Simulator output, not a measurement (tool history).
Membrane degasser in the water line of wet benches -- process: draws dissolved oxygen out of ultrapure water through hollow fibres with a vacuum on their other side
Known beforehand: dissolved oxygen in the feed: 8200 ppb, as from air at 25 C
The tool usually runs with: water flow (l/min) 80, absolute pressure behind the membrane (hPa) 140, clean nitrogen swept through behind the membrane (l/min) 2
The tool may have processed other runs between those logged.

run,hour,water flow (l/min),absolute pressure behind the membrane (hPa),clean nitrogen swept through behind the membrane (l/min),dissolved oxygen in the water behind the degasser (ppb),pressure that the water loses in the fibres (hPa)
1,0,80,140,2,933.4,504.4
2,28.7,80,140,2,945.5,504.1
3,50.7,80,140,2,938.7,503.8
4,73.9,80,140,2,936.1,507.4
5,122.6,80,140,0.87,1526.6,505.2
6,173.5,103,140,2,1227.1,652.2
7,206.1,103,140,2,1211.4,652.2
8,227.9,103,140,2,1230.3,651.4
9,270.6,57,265,2.35,1127.4,358.1
10,292.2,57,265,2.35,1121.6,359.1
11,327.5,67,122,0.88,1137.5,424.4

What does the tool deliver on the next run?
# hour 333: vacuum gauge calibrated
12,362.6,51,95,1.14,?,?

Logged for run 12: dissolved oxygen in the water behind the degasser (ppb) 572, pressure that the water loses in the fibres (hPa) 318.8.
If the tool had no hidden condition, the same run with the same run-to-run variation would have returned dissolved oxygen in the water behind the degasser (ppb) 556.8, pressure that the water loses in the fibres (hPa) 317.3.
